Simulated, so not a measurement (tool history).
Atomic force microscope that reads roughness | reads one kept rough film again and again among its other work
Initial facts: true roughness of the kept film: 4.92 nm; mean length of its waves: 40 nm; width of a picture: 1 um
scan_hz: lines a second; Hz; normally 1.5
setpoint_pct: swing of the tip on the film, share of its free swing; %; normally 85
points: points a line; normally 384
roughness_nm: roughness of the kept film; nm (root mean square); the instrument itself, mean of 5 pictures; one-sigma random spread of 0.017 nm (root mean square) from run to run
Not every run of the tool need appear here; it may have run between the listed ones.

Run 1, day 0: usual settings. Result: roughness_nm 4.064 nm (root mean square).
Run 2, day 0.433: usual settings. Result: roughness_nm 4.067 nm (root mean square).
Run 3, day 1.008: usual settings. Result: roughness_nm 4.02 nm (root mean square).
Run 4, day 1.433: usual settings. Result: roughness_nm 4.028 nm (root mean square).
Run 5, day 2.125: usual settings. Result: roughness_nm 3.968 nm (root mean square).
Run 6, day 2.6: usual settings. Result: roughness_nm 3.93 nm (root mean square).
Run 7, day 3.15: usual settings. Result: roughness_nm 3.947 nm (root mean square).
Run 8, day 3.829: usual settings but scan_hz 0.69 Hz. Result: roughness_nm 4.195 nm (root mean square).
Run 9, day 4.317: usual settings but scan_hz 0.69 Hz. Result: roughness_nm 4.137 nm (root mean square).
Run 10, day 5.004: usual settings but points 822. Result: roughness_nm 3.857 nm (root mean square).
Run 11, day 5.475: usual settings but points 822. Result: roughness_nm 3.816 nm (root mean square).
At day 5.962: new tip fitted.
Run 12, day 5.962: usual settings but points 463. Result: roughness_nm 4.099 nm (root mean square).
Run 13, day 6.483: usual settings but points 463. Result: roughness_nm 4.055 nm (root mean square).
Run 14, day 6.983: usual settings but scan_hz 3.25 Hz. Result: roughness_nm 3.534 nm (root mean square).
Run 15, day 7.288: usual settings but points 383. Result: roughness_nm 4.024 nm (root mean square).
Run 16, day 7.846: usual settings but points 383. Result: roughness_nm 3.968 nm (root mean square).
Run 17, day 8.2: usual settings but setpoint_pct 58 %, points 383. Result: roughness_nm 4.383 nm (root mean square).
Run 18, day 8.717: usual settings but scan_hz 1.68 Hz, setpoint_pct 58 %, points 383. Result: roughness_nm 4.342 nm (root mean square).
Run 19, day 9.179: usual settings but scan_hz 2.65 Hz, setpoint_pct 58 %, points 383. Result: roughness_nm 4.22 nm (root mean square).
Run 20, day 9.867: usual settings but scan_hz 2.65 Hz, setpoint_pct 58 %, points 383. Result: roughness_nm 4.214 nm (root mean square).
Run 21, day 10.167: usual settings but points 643. Result: roughness_nm 3.896 nm (root mean square).
Run 22, day 10.496: usual settings but points 643. Result: roughness_nm 3.9 nm (root mean square).
Run 23, day 11.142: usual settings but points 643. Result: roughness_nm 3.879 nm (root mean square).
Run 24, day 11.808: usual settings but scan_hz 0.5 Hz, points 643. Result: roughness_nm 4.129 nm (root mean square).
At day 12.142: new tip fitted.
Run 25, day 12.462: usual settings but scan_hz 0.5 Hz, points 643. Result: roughness_nm 4.404 nm (root mean square).
Run 26, day 12.825: usual settings but scan_hz 0.96 Hz, setpoint_pct 63 %, points 927. Result: roughness_nm 4.462 nm (root mean square).
Run 27, day 13.221: usual settings but scan_hz 0.96 Hz, setpoint_pct 63 %, points 927. Result: roughness_nm 4.44 nm (root mean square).
Run 28, day 13.892: usual settings but scan_hz 0.96 Hz, setpoint_pct 63 %, points 927. Result: roughness_nm 4.436 nm (root mean square).
Run 29, day 14.296: usual settings but scan_hz 0.96 Hz, setpoint_pct 63 %, points 927. Result: roughness_nm 4.412 nm (root mean square).
Run 30, day 14.625: usual settings but scan_hz 0.96 Hz, setpoint_pct 63 %, points 927. Result: roughness_nm 4.4 nm (root mean square).
Run 31, day 15.329: usual settings but scan_hz 0.96 Hz, setpoint_pct 60 %, points 343. Result: roughness_nm 4.341 nm (root mean square).
Run 32, day 15.942: usual settings but scan_hz 3.56 Hz, setpoint_pct 82 %, points 343. Result: roughness_nm 3.456 nm (root mean square).
Run 33, day 16.271: usual settings but scan_hz 2.87 Hz, setpoint_pct 61 %, points 343. Result: roughness_nm 4.104 nm (root mean square).
Run 34, day 16.675: usual settings but scan_hz 2.87 Hz, setpoint_pct 61 %, points 343. Result: roughness_nm 4.057 nm (root mean square).
Run 35, day 16.988: usual settings but points 439. Result: roughness_nm 3.849 nm (root mean square).
Run 36, day 17.7: usual settings but setpoint_pct 60 %, points 439. Result: roughness_nm 4.195 nm (root mean square).
Run 37, day 18.254: usual settings but setpoint_pct 60 %, points 439. Result: roughness_nm 4.149 nm (root mean square).
At day 18.333: new tip fitted.
Run 38, day 18.95: usual settings but setpoint_pct 89 %. Result: roughness_nm 3.96 nm (root mean square).
Run 39, day 19.617: usual settings but setpoint_pct 89 %. Result: roughness_nm 3.939 nm (root mean square).
Run 40, day 19.946: usual settings but setpoint_pct 75 %, points 705. Result: roughness_nm 4.212 nm (root mean square).
Run 41, day 20.338: usual settings but scan_hz 3.28 Hz, setpoint_pct 84 %, points 762. Result: roughness_nm 3.543 nm (root mean square).
Run 42, day 20.808: usual settings but setpoint_pct 73 %. Result: roughness_nm 4.172 nm (root mean square).
Run 43, day 21.308: usual settings but scan_hz 0.58 Hz, setpoint_pct 79 %. Result: roughness_nm 4.311 nm (root mean square).
Run 44, day 21.629: usual settings but scan_hz 0.58 Hz, setpoint_pct 79 %. Result: roughness_nm 4.278 nm (root mean square).

Alternative continuations, all from the tool just after run 44; predict every row:
Run A, day 22.142: usual settings but setpoint_pct 56 %. Result: roughness_nm ?.
Run B, day 22.142: usual settings but scan_hz 0.58 Hz, setpoint_pct 79 %, points 625. Result: roughness_nm ?.
Run C, day 22.142: usual settings but scan_hz 1.11 Hz, setpoint_pct 58 %, points 740. Result: roughness_nm ?.

run  roughness_nm
  A         4.317
  B         4.254
  C         4.302
Without the tool's unlogged condition, the same runs would have read:
run  roughness_nm
  A          4.52
  B         4.455
  C         4.504

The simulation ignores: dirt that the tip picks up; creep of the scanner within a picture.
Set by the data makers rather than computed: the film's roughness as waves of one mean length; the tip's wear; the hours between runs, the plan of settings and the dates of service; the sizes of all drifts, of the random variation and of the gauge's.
